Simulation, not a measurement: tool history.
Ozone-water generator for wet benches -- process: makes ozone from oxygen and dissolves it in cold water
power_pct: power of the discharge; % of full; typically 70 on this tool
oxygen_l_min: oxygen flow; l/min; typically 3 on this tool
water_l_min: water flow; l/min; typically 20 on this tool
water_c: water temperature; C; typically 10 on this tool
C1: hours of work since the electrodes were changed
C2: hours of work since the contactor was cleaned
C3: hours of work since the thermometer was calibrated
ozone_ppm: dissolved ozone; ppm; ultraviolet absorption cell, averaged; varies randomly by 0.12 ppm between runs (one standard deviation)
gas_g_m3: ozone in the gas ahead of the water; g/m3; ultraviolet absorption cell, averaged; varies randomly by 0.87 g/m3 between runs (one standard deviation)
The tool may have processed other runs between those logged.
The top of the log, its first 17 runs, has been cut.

{"run": 18, "day": 72.517, "power_pct": 61, "oxygen_l_min": 3, "water_l_min": 13, "water_c": 8, "C1": 2006, "C2": 1846, "C3": 1846, "ozone_ppm": 16, "gas_g_m3": 124.9}
{"day": 73.162, "done": "contactor cleaned"}
{"run": 19, "day": 78.029, "power_pct": 59, "oxygen_l_min": 3, "water_l_min": 13, "water_c": 9, "C1": 2100, "C2": 86, "C3": 1940, "ozone_ppm": 15.6, "gas_g_m3": 123.8}
{"run": 20, "day": 81.375, "power_pct": 59, "oxygen_l_min": 3, "water_l_min": 13, "water_c": 9, "C1": 2159, "C2": 145, "C3": 1999, "ozone_ppm": 15.5, "gas_g_m3": 123.7}
{"day": 84.525, "done": "contactor cleaned, once more"}
{"run": 21, "day": 85.392, "power_pct": 48, "oxygen_l_min": 2.75, "water_l_min": 29, "water_c": 16, "C1": 2227, "C2": 15, "C3": 2067, "ozone_ppm": 5.9, "gas_g_m3": 119}
{"run": 22, "day": 88.358, "power_pct": 48, "oxygen_l_min": 2.75, "water_l_min": 29, "water_c": 13, "C1": 2279, "C2": 67, "C3": 2119, "ozone_ppm": 5.8, "gas_g_m3": 118.3}
{"run": 23, "day": 92.458, "power_pct": 88, "oxygen_l_min": 2.2, "water_l_min": 16, "water_c": 10, "C1": 2351, "C2": 140, "C3": 2191, "ozone_ppm": 15.4, "gas_g_m3": 185.7}
{"run": 24, "day": 97.712, "power_pct": 49, "oxygen_l_min": 2.2, "water_l_min": 16, "water_c": 10, "C1": 2444, "C2": 232, "C3": 2283, "ozone_ppm": 11.5, "gas_g_m3": 138.7}
{"run": 25, "day": 101.412, "power_pct": 96, "oxygen_l_min": 2.93, "water_l_min": 28, "water_c": 8, "C1": 2509, "C2": 297, "C3": 2349, "ozone_ppm": 8.8, "gas_g_m3": 156.7}
{"run": 26, "day": 105.629, "power_pct": 96, "oxygen_l_min": 2.93, "water_l_min": 28, "water_c": 8, "C1": 2583, "C2": 372, "C3": 2423, "ozone_ppm": 8.9, "gas_g_m3": 156.4}
{"run": 27, "day": 108.792, "power_pct": 95, "oxygen_l_min": 2.67, "water_l_min": 15, "water_c": 12, "C1": 2639, "C2": 427, "C3": 2478, "ozone_ppm": 16.6, "gas_g_m3": 167.8}
{"day": 111.046, "done": "water thermometer calibrated"}
{"run": 28, "day": 114.379, "power_pct": 95, "oxygen_l_min": 2.19, "water_l_min": 16, "water_c": 12, "C1": 2737, "C2": 525, "C3": 59, "ozone_ppm": 15.4, "gas_g_m3": 190.6}
{"run": 29, "day": 116.917, "power_pct": 95, "oxygen_l_min": 2.51, "water_l_min": 28, "water_c": 12, "C1": 2781, "C2": 570, "C3": 103, "ozone_ppm": 8.4, "gas_g_m3": 173}
{"run": 30, "day": 119.462, "power_pct": 70, "oxygen_l_min": 2.57, "water_l_min": 20, "water_c": 14, "C1": 2826, "C2": 615, "C3": 148, "ozone_ppm": 10.7, "gas_g_m3": 147.4}
{"run": 31, "day": 124.742, "power_pct": 70, "oxygen_l_min": 1.66, "water_l_min": 20, "water_c": 7, "C1": 2919, "C2": 708, "C3": 241, "ozone_ppm": 10.4, "gas_g_m3": 197.4}
{"run": 32, "day": 129.029, "power_pct": 70, "oxygen_l_min": 1.66, "water_l_min": 20, "water_c": 7, "C1": 2995, "C2": 783, "C3": 317, "ozone_ppm": 10.4, "gas_g_m3": 196.7}
{"run": 33, "day": 131.492, "power_pct": 99, "oxygen_l_min": 4.27, "water_l_min": 20, "water_c": 10, "C1": 3038, "C2": 827, "C3": 360, "ozone_ppm": 12.6, "gas_g_m3": 121.4}

Predict each of these 3 candidate next runs independently; none follows another, all start after run 33:
{"run": "A", "day": 135.479, "power_pct": 81, "oxygen_l_min": 2.6, "water_l_min": 20, "water_c": 16, "C1": 3108, "C2": 897, "C3": 430, "ozone_ppm": "?", "gas_g_m3": "?"}
{"run": "B", "day": 135.479, "power_pct": 83, "oxygen_l_min": 3, "water_l_min": 21, "water_c": 11, "C1": 3108, "C2": 897, "C3": 430, "ozone_ppm": "?", "gas_g_m3": "?"}
{"run": "C", "day": 135.479, "power_pct": 65, "oxygen_l_min": 2.33, "water_l_min": 20, "water_c": 10, "C1": 3108, "C2": 897, "C3": 430, "ozone_ppm": "?", "gas_g_m3": "?"}

run=A ozone_ppm=11.1 gas_g_m3=153.6
run=B ozone_ppm=11.3 gas_g_m3=141.8
run=C ozone_ppm=10.1 gas_g_m3=148.5
What these runs would have given with no unlogged condition in the tool:
run=A ozone_ppm=12.3 gas_g_m3=168.9
run=B ozone_ppm=12.6 gas_g_m3=156.1
run=C ozone_ppm=11.2 gas_g_m3=161.8
